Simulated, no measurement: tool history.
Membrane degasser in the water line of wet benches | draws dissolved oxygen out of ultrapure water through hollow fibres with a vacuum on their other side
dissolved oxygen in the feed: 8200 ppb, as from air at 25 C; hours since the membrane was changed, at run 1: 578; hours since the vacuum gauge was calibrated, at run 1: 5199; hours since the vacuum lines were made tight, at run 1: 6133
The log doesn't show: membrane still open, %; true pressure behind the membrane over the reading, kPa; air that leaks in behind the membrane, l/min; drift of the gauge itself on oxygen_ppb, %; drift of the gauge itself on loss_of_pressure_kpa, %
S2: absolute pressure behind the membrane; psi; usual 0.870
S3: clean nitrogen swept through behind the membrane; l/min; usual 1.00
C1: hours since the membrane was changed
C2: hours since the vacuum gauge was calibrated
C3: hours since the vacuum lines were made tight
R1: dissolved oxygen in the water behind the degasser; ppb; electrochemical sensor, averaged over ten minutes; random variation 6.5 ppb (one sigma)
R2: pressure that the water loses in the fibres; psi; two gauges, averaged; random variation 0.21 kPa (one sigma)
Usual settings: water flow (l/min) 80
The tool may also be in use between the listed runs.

run 1 day=0.000 | water_flow_(l/min)=80 S2=0.870 S3=1.00 | C1=578 C2=5199 C3=6133 | R1=654.3 R2=6.860
run 2 day=1.454 | water_flow_(l/min)=80 S2=0.870 S3=1.00 | C1=612 C2=5234 C3=6168 | R1=650.7 R2=6.908
run 3 day=3.217 | water_flow_(l/min)=80 S2=0.870 S3=1.00 | C1=655 C2=5276 C3=6210 | R1=655.5 R2=6.868
run 4 day=4.496 | water_flow_(l/min)=80 S2=0.928 S3=1.00 | C1=686 C2=5307 C3=6241 | R1=697.1 R2=6.853
run 5 day=5.450 | water_flow_(l/min)=80 S2=0.928 S3=1.00 | C1=708 C2=5330 C3=6264 | R1=698.8 R2=6.830
run 6 day=6.450 | water_flow_(l/min)=80 S2=0.928 S3=1.00 | C1=732 C2=5354 C3=6288 | R1=698.3 R2=6.898
run 7 day=7.879 | water_flow_(l/min)=80 S2=0.928 S3=1.00 | C1=767 C2=5388 C3=6322 | R1=687.5 R2=6.868
run 8 day=9.283 | water_flow_(l/min)=80 S2=0.870 S3=2.54 | C1=800 C2=5422 C3=6356 | R1=484.7 R2=6.854
run 9 day=11.325 | water_flow_(l/min)=80 S2=0.870 S3=1.00 | C1=849 C2=5471 C3=6405 | R1=650.4 R2=6.878
run 10 day=13.146 | water_flow_(l/min)=80 S2=0.870 S3=1.00 | C1=893 C2=5515 C3=6448 | R1=639.6 R2=6.866
run 11 day=14.500 | water_flow_(l/min)=80 S2=0.870 S3=1.00 | C1=926 C2=5547 C3=6481 | R1=657.2 R2=6.901
run 12 day=16.221 | water_flow_(l/min)=80 S2=0.870 S3=1.00 | C1=967 C2=5589 C3=6522 | R1=652.9 R2=6.926
run 13 day=17.375 | water_flow_(l/min)=80 S2=0.870 S3=1.00 | C1=995 C2=5616 C3=6550 | R1=651.4 R2=6.920
run 14 day=18.992 | water_flow_(l/min)=80 S2=0.870 S3=0.80 | C1=1033 C2=5655 C3=6589 | R1=705.2 R2=6.915
run 15 day=21.179 | water_flow_(l/min)=80 S2=2.032 S3=1.00 | C1=1086 C2=5708 C3=6641 | R1=1506.9 R2=6.936
run 16 day=22.942 | water_flow_(l/min)=65 S2=0.870 S3=1.10 | C1=1128 C2=5750 C3=6683 | R1=465.0 R2=5.641
run 17 day=24.254 | water_flow_(l/min)=65 S2=0.870 S3=1.10 | C1=1160 C2=5781 C3=6715 | R1=452.7 R2=5.670
run 18 day=25.812 | water_flow_(l/min)=65 S2=0.870 S3=1.10 | C1=1197 C2=5819 C3=6752 | R1=453.9 R2=5.655
run 19 day=27.500 | water_flow_(l/min)=80 S2=2.055 S3=1.00 | C1=1238 C2=5859 C3=6793 | R1=1534.8 R2=6.995
run 20 day=28.575 | water_flow_(l/min)=80 S2=0.690 S3=0.67 | C1=1263 C2=5885 C3=6819 | R1=566.6 R2=6.942
run 21 day=29.479 | water_flow_(l/min)=80 S2=0.690 S3=0.67 | C1=1285 C2=5907 C3=6840 | R1=561.1 R2=6.985
run 22 day=30.608 | water_flow_(l/min)=124 S2=0.605 S3=1.49 | C1=1312 C2=5934 C3=6867 | R1=944.9 R2=10.842
-- day=31.446 gauge calibrated
run 23 day=32.529 | water_flow_(l/min)=77 S2=1.429 S3=0.77 | C1=1358 C2=5980 C3=6913 | R1=1184.7 R2=6.620
run 24 day=34.233 | water_flow_(l/min)=93 S2=0.893 S3=0.50 | C1=1399 C2=6021 C3=6954 | R1=1020.7 R2=7.912
run 25 day=35.108 | water_flow_(l/min)=76 S2=1.678 S3=0.82 | C1=1420 C2=6042 C3=6975 | R1=1338.8 R2=6.501
run 26 day=36.267 | water_flow_(l/min)=76 S2=1.678 S3=0.82 | C1=1448 C2=6070 C3=7003 | R1=1326.5 R2=6.466
run 27 day=37.821 | water_flow_(l/min)=76 S2=1.678 S3=0.82 | C1=1485 C2=6107 C3=7041 | R1=1328.5 R2=6.530
run 28 day=39.417 | water_flow_(l/min)=85 S2=1.691 S3=1.20 | C1=1524 C2=6145 C3=7079 | R1=1236.0 R2=7.311

4 ways to go on from here, each from the tool as it stands after run 28. What would each give?
run A day=41.271 | water_flow_(l/min)=76 S2=0.635 S3=1.21 | C1=1568 C2=6190 C3=7123 | R1=? R2=?
run B day=41.271 | water_flow_(l/min)=57 S2=0.870 S3=1.00 | C1=1568 C2=6190 C3=7123 | R1=? R2=?
run C day=41.271 | water_flow_(l/min)=63 S2=0.619 S3=0.53 | C1=1568 C2=6190 C3=7123 | R1=? R2=?
run D day=41.271 | water_flow_(l/min)=115 S2=1.666 S3=1.20 | C1=1568 C2=6190 C3=7123 | R1=? R2=?

run=A R1=398.7 R2=6.485
run=B R1=385.5 R2=4.882
run=C R1=329.3 R2=5.436
run=D R1=1678.3 R2=9.864
Without the tool's hidden state the same runs would have given:
run=A R1=398.4 R2=6.440
run=B R1=385.3 R2=4.847
run=C R1=329.0 R2=5.398
run=D R1=1678.0 R2=9.794

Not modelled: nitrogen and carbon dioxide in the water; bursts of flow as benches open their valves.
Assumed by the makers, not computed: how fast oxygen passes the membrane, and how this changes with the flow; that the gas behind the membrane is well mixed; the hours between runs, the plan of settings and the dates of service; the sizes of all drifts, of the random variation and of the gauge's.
